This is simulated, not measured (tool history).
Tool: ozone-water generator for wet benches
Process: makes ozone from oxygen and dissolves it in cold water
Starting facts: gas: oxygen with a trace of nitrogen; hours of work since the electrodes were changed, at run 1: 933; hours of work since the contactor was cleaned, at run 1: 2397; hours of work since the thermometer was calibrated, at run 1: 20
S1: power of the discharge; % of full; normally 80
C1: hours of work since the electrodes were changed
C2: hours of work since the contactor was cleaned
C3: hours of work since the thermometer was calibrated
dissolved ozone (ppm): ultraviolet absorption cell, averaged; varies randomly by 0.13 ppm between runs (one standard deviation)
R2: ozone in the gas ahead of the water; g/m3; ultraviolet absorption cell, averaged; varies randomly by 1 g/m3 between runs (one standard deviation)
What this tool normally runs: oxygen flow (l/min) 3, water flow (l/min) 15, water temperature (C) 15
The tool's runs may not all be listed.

{"run": 1, "hour": 0.0, "S1": 80, "oxygen flow (l/min)": 3, "water flow (l/min)": 15, "water temperature (C)": 15, "C1": 933, "C2": 2397, "C3": 20, "dissolved ozone (ppm)": 14.4, "R2": 183.1}
{"run": 2, "hour": 25.7, "S1": 80, "oxygen flow (l/min)": 3, "water flow (l/min)": 15, "water temperature (C)": 15, "C1": 954, "C2": 2418, "C3": 41, "dissolved ozone (ppm)": 14.3, "R2": 185}
{"run": 3, "hour": 63.7, "S1": 80, "oxygen flow (l/min)": 3, "water flow (l/min)": 15, "water temperature (C)": 15, "C1": 986, "C2": 2450, "C3": 73, "dissolved ozone (ppm)": 14.2, "R2": 181.5}
{"run": 4, "hour": 80.4, "S1": 80, "oxygen flow (l/min)": 3, "water flow (l/min)": 15, "water temperature (C)": 15, "C1": 1000, "C2": 2464, "C3": 87, "dissolved ozone (ppm)": 14.3, "R2": 182.4}
{"run": 5, "hour": 111.2, "S1": 80, "oxygen flow (l/min)": 3, "water flow (l/min)": 15, "water temperature (C)": 15, "C1": 1026, "C2": 2490, "C3": 113, "dissolved ozone (ppm)": 14.4, "R2": 184}
{"run": 6, "hour": 139.9, "S1": 80, "oxygen flow (l/min)": 3, "water flow (l/min)": 15, "water temperature (C)": 15, "C1": 1050, "C2": 2514, "C3": 137, "dissolved ozone (ppm)": 14.3, "R2": 182.6}
{"run": 7, "hour": 164.0, "S1": 80, "oxygen flow (l/min)": 3, "water flow (l/min)": 15, "water temperature (C)": 15, "C1": 1070, "C2": 2534, "C3": 157, "dissolved ozone (ppm)": 14.3, "R2": 183.8}
{"run": 8, "hour": 185.5, "S1": 80, "oxygen flow (l/min)": 3, "water flow (l/min)": 15, "water temperature (C)": 15, "C1": 1088, "C2": 2552, "C3": 175, "dissolved ozone (ppm)": 14.4, "R2": 181.7}
{"run": 9, "hour": 214.9, "S1": 80, "oxygen flow (l/min)": 3, "water flow (l/min)": 18, "water temperature (C)": 15, "C1": 1112, "C2": 2576, "C3": 199, "dissolved ozone (ppm)": 12.3, "R2": 182.3}
{"run": 10, "hour": 250.6, "S1": 80, "oxygen flow (l/min)": 3, "water flow (l/min)": 18, "water temperature (C)": 15, "C1": 1142, "C2": 2606, "C3": 229, "dissolved ozone (ppm)": 12.2, "R2": 183.4}
{"run": 11, "hour": 287.9, "S1": 80, "oxygen flow (l/min)": 3, "water flow (l/min)": 18, "water temperature (C)": 15, "C1": 1173, "C2": 2637, "C3": 260, "dissolved ozone (ppm)": 12.4, "R2": 180.8}
{"run": 12, "hour": 318.6, "S1": 80, "oxygen flow (l/min)": 3, "water flow (l/min)": 12, "water temperature (C)": 15, "C1": 1199, "C2": 2663, "C3": 286, "dissolved ozone (ppm)": 17.2, "R2": 179.9}
{"run": 13, "hour": 348.4, "S1": 80, "oxygen flow (l/min)": 3, "water flow (l/min)": 12, "water temperature (C)": 15, "C1": 1224, "C2": 2688, "C3": 311, "dissolved ozone (ppm)": 17.3, "R2": 181.6}
{"run": 14, "hour": 373.6, "S1": 91, "oxygen flow (l/min)": 4.87, "water flow (l/min)": 24, "water temperature (C)": 15, "C1": 1245, "C2": 2709, "C3": 332, "dissolved ozone (ppm)": 10.7, "R2": 149.9}
{"run": 15, "hour": 396.6, "S1": 80, "oxygen flow (l/min)": 3.3, "water flow (l/min)": 17, "water temperature (C)": 9, "C1": 1264, "C2": 2728, "C3": 351, "dissolved ozone (ppm)": 13.6, "R2": 171.8}
{"run": 16, "hour": 425.7, "S1": 80, "oxygen flow (l/min)": 4.23, "water flow (l/min)": 15, "water temperature (C)": 10, "C1": 1288, "C2": 2752, "C3": 375, "dissolved ozone (ppm)": 15.4, "R2": 145.7}
{"run": 17, "hour": 447.3, "S1": 80, "oxygen flow (l/min)": 4.23, "water flow (l/min)": 15, "water temperature (C)": 10, "C1": 1306, "C2": 2770, "C3": 393, "dissolved ozone (ppm)": 15.3, "R2": 146.5}
{"run": 18, "hour": 480.9, "S1": 66, "oxygen flow (l/min)": 4.88, "water flow (l/min)": 15, "water temperature (C)": 10, "C1": 1334, "C2": 2798, "C3": 421, "dissolved ozone (ppm)": 13, "R2": 115}
{"run": 19, "hour": 500.4, "S1": 96, "oxygen flow (l/min)": 3.29, "water flow (l/min)": 19, "water temperature (C)": 10, "C1": 1351, "C2": 2815, "C3": 437, "dissolved ozone (ppm)": 14.4, "R2": 197.5}
{"run": 20, "hour": 539.6, "S1": 46, "oxygen flow (l/min)": 1.88, "water flow (l/min)": 16, "water temperature (C)": 20, "C1": 1383, "C2": 2847, "C3": 470, "dissolved ozone (ppm)": 8, "R2": 152.5}
{"run": 21, "hour": 577.0, "S1": 72, "oxygen flow (l/min)": 1.81, "water flow (l/min)": 18, "water temperature (C)": 15, "C1": 1414, "C2": 2878, "C3": 501, "dissolved ozone (ppm)": 10.9, "R2": 225.8}
{"run": 22, "hour": 594.5, "S1": 88, "oxygen flow (l/min)": 1.63, "water flow (l/min)": 10, "water temperature (C)": 20, "C1": 1429, "C2": 2893, "C3": 516, "dissolved ozone (ppm)": 20.5, "R2": 284.6}
{"run": 23, "hour": 610.5, "S1": 48, "oxygen flow (l/min)": 4.04, "water flow (l/min)": 15, "water temperature (C)": 11, "C1": 1442, "C2": 2906, "C3": 529, "dissolved ozone (ppm)": 9.9, "R2": 98.9}
{"run": 24, "hour": 641.1, "S1": 48, "oxygen flow (l/min)": 4.04, "water flow (l/min)": 15, "water temperature (C)": 11, "C1": 1468, "C2": 2932, "C3": 555, "dissolved ozone (ppm)": 10.1, "R2": 98}
{"run": 25, "hour": 673.9, "S1": 60, "oxygen flow (l/min)": 4.22, "water flow (l/min)": 22, "water temperature (C)": 8, "C1": 1495, "C2": 2959, "C3": 582, "dissolved ozone (ppm)": 8.8, "R2": 114.6}

Hidden state or all else? Some run-to-run changes of R2, split into what the settings, what came in and random variation would give without the hidden state, and what is left for the hidden state (with any gauge scatter that isn't in both results):
Hidden state present: yield of the discharge, % of new electrodes'; contactor's efficiency, % of a clean one's; true water temperature over the reading, C; drift of the gauge itself on ozone_ppm, %; drift of the gauge itself on gas_g_m3, %.
Run 18 -> 19: S1 66 -> 96, oxygen flow (l/min) 4.88 -> 3.29, water flow (l/min) 15 -> 19. R2 +82.5 g/m3: hidden state -1.8, all else +84.3.
Run 20 -> 21: S1 46 -> 72, oxygen flow (l/min) 1.88 -> 1.81, water flow (l/min) 16 -> 18, water temperature (C) 20 -> 15. R2 +73.3 g/m3: hidden state -2.1, all else +75.4.
Run 22 -> 23: S1 88 -> 48, oxygen flow (l/min) 1.63 -> 4.04, water flow (l/min) 10 -> 15, water temperature (C) 20 -> 11. R2 -185.7 g/m3: hidden state +4.5, all else -190.2.

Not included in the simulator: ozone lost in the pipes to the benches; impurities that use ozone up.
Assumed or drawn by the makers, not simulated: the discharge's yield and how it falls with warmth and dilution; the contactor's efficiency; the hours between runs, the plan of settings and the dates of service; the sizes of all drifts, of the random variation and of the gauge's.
